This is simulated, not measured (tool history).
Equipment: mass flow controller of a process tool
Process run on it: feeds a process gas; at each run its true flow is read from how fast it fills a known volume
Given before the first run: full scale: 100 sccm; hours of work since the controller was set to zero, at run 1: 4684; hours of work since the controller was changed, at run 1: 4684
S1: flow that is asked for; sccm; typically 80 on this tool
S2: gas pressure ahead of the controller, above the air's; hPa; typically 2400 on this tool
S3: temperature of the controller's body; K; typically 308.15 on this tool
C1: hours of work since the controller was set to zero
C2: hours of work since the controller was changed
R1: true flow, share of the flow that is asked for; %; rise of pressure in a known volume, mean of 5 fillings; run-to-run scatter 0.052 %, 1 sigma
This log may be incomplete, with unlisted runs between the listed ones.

run      day  S1    S2      S3    C1    C2     R1
  1    0.000  80  2400  308.15  4684  4684  99.11
  2   20.788  80  2400  308.15  4889  4889  99.09
  3   33.779  80  2400  308.15  5018  5018  99.08
  4   47.275  80  2400  308.15  5151  5151  99.01
  5   60.000  80  2400  308.15  5277  5277  99.04
  6   68.762  80  2400  308.15  5363  5363  98.92
  7   80.554  80  1690  308.15  5480  5480  99.01
  8   98.542  80  1690  308.15  5658  5658  99.06
  9  113.517  80  2400  301.15  5806  5806  99.07
 10  127.058  80  2400  308.15  5939  5939  98.82
 11  141.900  80  2400  308.15  6086  6086  98.88
 12  161.325  80  2400  308.15  6278  6278  98.85
 13  175.883  80  2400  308.15  6422  6422  98.83
 14  191.462  80  2400  308.15  6576  6576  98.61
 15  212.196  80  2400  308.15  6781  6781  98.75
 16  227.621  80  2400  308.15  6933  6933  98.60
 17  245.496  80  2400  308.15  7110  7110  98.63
 18  264.067  25  2400  308.15  7294  7294  96.90
 19  278.821  25  2400  308.15  7439  7439  96.83
 20  298.604  33  2400  295.15  7635  7635  97.25
 21  308.808  36  1900  299.15  7736  7736  97.43
 22  325.212  38  2360  301.15  7898  7898  97.28
 23  341.538  15  2360  307.15  8059  8059  96.41
 24  362.450  76  1750  301.15  8266  8266  98.43
 25  381.421  76  1750  301.15  8454  8454  98.33
 26  393.817  46  1500  311.15  8576  8576  97.28
 27  410.721  90  2430  308.15  8743  8743  98.52

Estimate the outcome of run 28 from the log above:
 28  419.400  90  2430  308.15  8829  8829   ?

R1: 98.56 %
Without the tool's hidden state the same run would have given R1 99.49 %.
